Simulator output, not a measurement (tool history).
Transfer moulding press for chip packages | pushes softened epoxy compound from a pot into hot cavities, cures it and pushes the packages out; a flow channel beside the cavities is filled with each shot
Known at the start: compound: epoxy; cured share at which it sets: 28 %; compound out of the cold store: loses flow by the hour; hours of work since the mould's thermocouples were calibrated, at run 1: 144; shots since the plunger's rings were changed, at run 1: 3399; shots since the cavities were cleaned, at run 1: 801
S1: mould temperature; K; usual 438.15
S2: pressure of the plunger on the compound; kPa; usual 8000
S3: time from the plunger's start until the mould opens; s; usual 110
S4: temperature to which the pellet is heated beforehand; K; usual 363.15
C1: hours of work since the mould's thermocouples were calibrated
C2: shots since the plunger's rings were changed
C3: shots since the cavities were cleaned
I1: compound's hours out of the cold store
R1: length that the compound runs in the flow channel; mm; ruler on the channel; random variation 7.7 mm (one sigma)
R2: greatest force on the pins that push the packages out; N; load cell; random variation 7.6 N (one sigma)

run,hour,S1,S2,S3,S4,C1,C2,C3,I1,R1,R2
1,0.0,438.15,8000,110,363.15,144,3399,801,9.7,993,340
2,15.4,438.15,8000,110,363.15,155,3593,995,19.7,952,333
# hour 22.5: cavities cleaned with cleaning compound and waxed
3,33.8,438.15,8000,110,363.15,167,3805,142,46.7,858,332
4,49.9,438.15,8000,110,363.15,179,4007,344,25.7,929,326
5,66.4,438.15,8000,110,363.15,190,4215,552,37.0,886,325
6,91.6,434.15,8000,110,363.15,208,4532,869,20.5,982,406
7,103.9,438.15,8000,97,363.15,217,4686,1023,36.4,888,376
# hour 108.8: cavities cleaned with cleaning compound and waxed
8,124.0,438.15,8000,97,363.15,230,4920,191,17.2,978,389
9,148.7,438.15,8000,97,363.15,248,5231,502,23.8,941,379
10,166.1,438.15,8000,110,363.15,260,5449,720,34.0,899,314
11,187.2,438.15,8000,110,363.15,275,5714,985,47.3,850,324
# hour 196.5: cavities cleaned with cleaning compound and waxed
12,208.7,438.15,8000,110,363.15,289,5966,154,18.4,970,328
13,219.2,438.15,8000,137,363.15,297,6097,285,11.4,987,293
14,237.8,438.15,8000,110,359.15,310,6332,520,47.2,855,333
15,260.2,438.15,8000,110,363.15,326,6613,801,14.9,990,330
16,271.0,438.15,8000,110,367.15,333,6749,937,35.1,891,321
# hour 283.5: cavities cleaned with cleaning compound and waxed
17,287.3,438.15,8000,110,367.15,344,6934,47,35.9,891,318
# hour 293.5: plunger's sealing rings changed
18,309.6,440.15,9850,110,361.15,358,203,297,47.3,926,311
19,322.6,440.15,9850,110,361.15,367,367,461,40.8,975,320
20,333.6,440.15,9850,91,372.15,375,505,599,44.3,938,360
21,349.0,440.15,9850,105,372.15,386,697,791,13.4,1080,326
22,364.2,440.15,9850,105,372.15,397,889,983,42.9,949,314
# hour 372.5: cavities cleaned with cleaning compound and waxed
23,383.2,444.15,6090,110,357.15,409,1110,135,15.4,839,308
24,397.7,434.15,7920,145,357.15,419,1291,316,8.6,1028,304
25,413.3,434.15,7920,145,357.15,430,1487,512,40.0,899,297
# hour 423.7: mould's thermocouples calibrated
26,438.6,433.15,9380,145,357.15,11,1781,806,21.2,1057,323
# hour 461.4: cavities cleaned with cleaning compound and waxed
27,465.3,434.15,9460,110,356.15,28,2097,50,8.4,1104,415
28,476.5,438.15,6270,106,363.15,36,2238,191,41.9,781,336
29,501.7,438.15,6270,106,356.15,54,2554,507,42.8,771,325

Forecast each of these 3 alternatives for the next run:
A,515.0,438.15,8030,110,365.15,64,2722,675,23.1,?,?
B,515.0,442.15,6270,106,355.15,64,2722,675,44.1,?,?
C,515.0,446.15,6270,91,370.15,64,2722,675,42.5,?,?

run,R1,R2
A,952,329
B,761,305
C,737,306
Without the tool's hidden state the same runs would have given:
run,R1,R2
A,953,324
B,761,301
C,738,301
